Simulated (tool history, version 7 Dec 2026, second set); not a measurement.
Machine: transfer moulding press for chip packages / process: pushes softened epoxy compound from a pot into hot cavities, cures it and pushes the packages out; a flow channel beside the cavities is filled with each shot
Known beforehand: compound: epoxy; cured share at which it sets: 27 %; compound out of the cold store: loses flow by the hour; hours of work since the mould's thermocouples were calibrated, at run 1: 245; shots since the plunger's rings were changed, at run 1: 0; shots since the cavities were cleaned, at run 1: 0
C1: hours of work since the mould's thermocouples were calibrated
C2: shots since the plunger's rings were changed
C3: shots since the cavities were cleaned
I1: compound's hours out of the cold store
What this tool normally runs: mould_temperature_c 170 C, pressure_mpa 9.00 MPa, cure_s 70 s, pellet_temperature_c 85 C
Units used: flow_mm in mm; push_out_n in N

run 1 day=0.000 | mould_temperature_c=170 pressure_mpa=9.00 cure_s=70 pellet_temperature_c=85 | C1=245 C2=0 C3=0 | I1=26.6 | flow_mm=811 push_out_n=587
run 2 day=0.621 | mould_temperature_c=170 pressure_mpa=9.86 cure_s=70 pellet_temperature_c=85 | C1=251 C2=145 C3=145 | I1=10.1 | flow_mm=969 push_out_n=696
run 3 day=1.212 | mould_temperature_c=170 pressure_mpa=9.86 cure_s=70 pellet_temperature_c=85 | C1=257 C2=282 C3=282 | I1=20.3 | flow_mm=891 push_out_n=672
run 4 day=1.942 | mould_temperature_c=170 pressure_mpa=9.00 cure_s=70 pellet_temperature_c=85 | C1=264 C2=451 C3=451 | I1=22.3 | flow_mm=842 push_out_n=743
-- day=2.729 cavities cleaned with cleaning compound and waxed
run 5 day=3.025 | mould_temperature_c=170 pressure_mpa=7.10 cure_s=70 pellet_temperature_c=85 | C1=274 C2=689 C3=70 | I1=35.7 | flow_mm=671 push_out_n=579
run 6 day=4.154 | mould_temperature_c=170 pressure_mpa=7.10 cure_s=70 pellet_temperature_c=85 | C1=285 C2=950 C3=331 | I1=44.1 | flow_mm=627 push_out_n=657
run 7 day=4.983 | mould_temperature_c=170 pressure_mpa=7.10 cure_s=70 pellet_temperature_c=85 | C1=294 C2=1143 C3=524 | I1=44.9 | flow_mm=616 push_out_n=665
-- day=5.467 cavities cleaned with cleaning compound and waxed
run 8 day=5.825 | mould_temperature_c=170 pressure_mpa=9.00 cure_s=71 pellet_temperature_c=85 | C1=302 C2=1325 C3=84 | I1=16.2 | flow_mm=867 push_out_n=624
run 9 day=6.888 | mould_temperature_c=170 pressure_mpa=9.00 cure_s=71 pellet_temperature_c=85 | C1=312 C2=1571 C3=330 | I1=46.5 | flow_mm=685 push_out_n=669
run 10 day=7.921 | mould_temperature_c=170 pressure_mpa=9.00 cure_s=75 pellet_temperature_c=85 | C1=322 C2=1811 C3=570 | I1=33.3 | flow_mm=752 push_out_n=662
-- day=8.221 cavities cleaned with cleaning compound and waxed
run 11 day=9.008 | mould_temperature_c=170 pressure_mpa=9.00 cure_s=70 pellet_temperature_c=78 | C1=333 C2=2049 C3=183 | I1=40.9 | flow_mm=707 push_out_n=640
run 12 day=9.729 | mould_temperature_c=170 pressure_mpa=9.00 cure_s=70 pellet_temperature_c=78 | C1=340 C2=2216 C3=350 | I1=9.6 | flow_mm=891 push_out_n=766
run 13 day=10.675 | mould_temperature_c=170 pressure_mpa=9.00 cure_s=70 pellet_temperature_c=78 | C1=349 C2=2436 C3=570 | I1=19.6 | flow_mm=829 push_out_n=800
-- day=10.983 cavities cleaned with cleaning compound and waxed
run 14 day=11.850 | mould_temperature_c=170 pressure_mpa=9.00 cure_s=70 pellet_temperature_c=85 | C1=360 C2=2695 C3=201 | I1=14.1 | flow_mm=853 push_out_n=671
-- day=12.108 plunger's sealing rings changed
run 15 day=13.088 | mould_temperature_c=170 pressure_mpa=9.00 cure_s=70 pellet_temperature_c=85 | C1=372 C2=228 C3=464 | I1=30.0 | flow_mm=793 push_out_n=702
-- day=13.808 cavities cleaned with cleaning compound and waxed
run 16 day=13.808 | mould_temperature_c=170 pressure_mpa=9.00 cure_s=70 pellet_temperature_c=85 | C1=378 C2=381 C3=0 | I1=45.0 | flow_mm=710 push_out_n=555
run 17 day=14.442 | mould_temperature_c=170 pressure_mpa=9.00 cure_s=70 pellet_temperature_c=88 | C1=385 C2=528 C3=147 | I1=23.5 | flow_mm=830 push_out_n=639
-- day=14.608 mould's thermocouples calibrated
run 18 day=15.054 | mould_temperature_c=170 pressure_mpa=9.00 cure_s=54 pellet_temperature_c=84 | C1=4 C2=651 C3=270 | I1=45.2 | flow_mm=701 push_out_n=1229
run 19 day=15.900 | mould_temperature_c=170 pressure_mpa=9.00 cure_s=54 pellet_temperature_c=84 | C1=13 C2=847 C3=466 | I1=16.6 | flow_mm=876 push_out_n=1509
-- day=16.638 cavities cleaned with cleaning compound and waxed
run 20 day=17.071 | mould_temperature_c=173 pressure_mpa=9.00 cure_s=54 pellet_temperature_c=84 | C1=24 C2=1105 C3=101 | I1=9.5 | flow_mm=905 push_out_n=1150
run 21 day=18.042 | mould_temperature_c=163 pressure_mpa=10.75 cure_s=79 pellet_temperature_c=78 | C1=34 C2=1331 C3=327 | I1=8.5 | flow_mm=1023 push_out_n=1025
run 22 day=18.892 | mould_temperature_c=168 pressure_mpa=9.00 cure_s=70 pellet_temperature_c=76 | C1=42 C2=1528 C3=524 | I1=40.0 | flow_mm=726 push_out_n=869
-- day=19.142 mould's thermocouples calibrated, once more
-- day=19.458 cavities cleaned with cleaning compound and waxed
run 23 day=19.554 | mould_temperature_c=168 pressure_mpa=9.00 cure_s=70 pellet_temperature_c=76 | C1=3 C2=1648 C3=22 | I1=39.9 | flow_mm=718 push_out_n=616
run 24 day=20.217 | mould_temperature_c=168 pressure_mpa=9.00 cure_s=70 pellet_temperature_c=76 | C1=10 C2=1802 C3=176 | I1=32.7 | flow_mm=756 push_out_n=750
run 25 day=21.038 | mould_temperature_c=168 pressure_mpa=9.00 cure_s=70 pellet_temperature_c=76 | C1=18 C2=1993 C3=367 | I1=47.7 | flow_mm=676 push_out_n=751
run 26 day=21.846 | mould_temperature_c=171 pressure_mpa=7.67 cure_s=70 pellet_temperature_c=79 | C1=26 C2=2180 C3=554 | I1=28.7 | flow_mm=707 push_out_n=664
-- day=22.167 cavities cleaned with cleaning compound and waxed
run 27 day=22.958 | mould_temperature_c=176 pressure_mpa=8.01 cure_s=70 pellet_temperature_c=85 | C1=37 C2=2424 C3=184 | I1=42.3 | flow_mm=647 push_out_n=492

For each entry between runs, how does the tool's hidden state at the last listed run before it compare with that at the first listed run after it?
After run 4, before run 5: cavities cleaned with cleaning compound and waxed (day 2.729)
  true mould temperature over the reading, C: -0.53 -> -0.55; pressure that reaches the compound, % of what is set: 97.91 -> 97; grip of the stained cavities, % over clean ones': 25.3 -> 5.3
  difference, measured minus the result without the unlogged condition, flow_mm: -7 -> -9 mm; push_out_n: +167 -> +46 N
After run 7, before run 8: cavities cleaned with cleaning compound and waxed (day 5.467)
  true mould temperature over the reading, C: -0.59 -> -0.61; pressure that reaches the compound, % of what is set: 95.27 -> 94.59; grip of the stained cavities, % over clean ones': 26.9 -> 8.4
  difference, measured minus the result without the unlogged condition, flow_mm: -15 -> -23 mm; push_out_n: +156 -> +68 N
After run 10, before run 11: cavities cleaned with cleaning compound and waxed (day 8.221)
  true mould temperature over the reading, C: -0.64 -> -0.66; pressure that reaches the compound, % of what is set: 92.77 -> 91.76; grip of the stained cavities, % over clean ones': 29.5 -> 11.1
  difference, measured minus the result without the unlogged condition, flow_mm: -28 -> -30 mm; push_out_n: +165 -> +85 N
After run 13, before run 14: cavities cleaned with cleaning compound and waxed (day 10.983)
  true mould temperature over the reading, C: -0.69 -> -0.72; pressure that reaches the compound, % of what is set: 90.16 -> 89.13; grip of the stained cavities, % over clean ones': 27.5 -> 12
  difference, measured minus the result without the unlogged condition, flow_mm: -43 -> -49 mm; push_out_n: +199 -> +99 N
After run 14, before run 15: plunger's sealing rings changed (day 12.108)
  true mould temperature over the reading, C: -0.72 -> -0.74; pressure that reaches the compound, % of what is set: 89.13 -> 98.93; grip of the stained cavities, % over clean ones': 12 -> 23.8
  difference, measured minus the result without the unlogged condition, flow_mm: -49 -> -3 mm; push_out_n: +99 -> +159 N
After run 15, before run 16: cavities cleaned with cleaning compound and waxed (day 13.808)
  true mould temperature over the reading, C: -0.74 -> -0.75; pressure that reaches the compound, % of what is set: 98.93 -> 98.29; grip of the stained cavities, % over clean ones': 23.8 -> 0.6
  difference, measured minus the result without the unlogged condition, flow_mm: -3 -> -5 mm; push_out_n: +159 -> +24 N
After run 17, before run 18: mould's thermocouples calibrated (day 14.608)
  true mould temperature over the reading, C: -0.76 -> -1.23; pressure that reaches the compound, % of what is set: 97.71 -> 97.21; grip of the stained cavities, % over clean ones': 9.2 -> 15.6
  difference, measured minus the result without the unlogged condition, flow_mm: -8 -> -8 mm; push_out_n: +79 -> +248 N
After run 19, before run 20: cavities cleaned with cleaning compound and waxed (day 16.638)
  true mould temperature over the reading, C: -1.25 -> -1.27; pressure that reaches the compound, % of what is set: 96.43 -> 95.41; grip of the stained cavities, % over clean ones': 24.4 -> 8.3
  difference, measured minus the result without the unlogged condition, flow_mm: -13 -> -19 mm; push_out_n: +391 -> +180 N
After run 22, before run 23: mould's thermocouples calibrated, once more (day 19.142); cavities cleaned with cleaning compound and waxed (day 19.458)
  true mould temperature over the reading, C: -1.3 -> 0.01; pressure that reaches the compound, % of what is set: 93.78 -> 93.3; grip of the stained cavities, % over clean ones': 27.9 -> 1.6
  difference, measured minus the result without the unlogged condition, flow_mm: -21 -> -25 mm; push_out_n: +247 -> +9 N
After run 26, before run 27: cavities cleaned with cleaning compound and waxed (day 22.167)
  true mould temperature over the reading, C: -0.03 -> -0.05; pressure that reaches the compound, % of what is set: 91.25 -> 90.31; grip of the stained cavities, % over clean ones': 27.6 -> 12
  difference, measured minus the result without the unlogged condition, flow_mm: -33 -> -33 mm; push_out_n: +145 -> +53 N

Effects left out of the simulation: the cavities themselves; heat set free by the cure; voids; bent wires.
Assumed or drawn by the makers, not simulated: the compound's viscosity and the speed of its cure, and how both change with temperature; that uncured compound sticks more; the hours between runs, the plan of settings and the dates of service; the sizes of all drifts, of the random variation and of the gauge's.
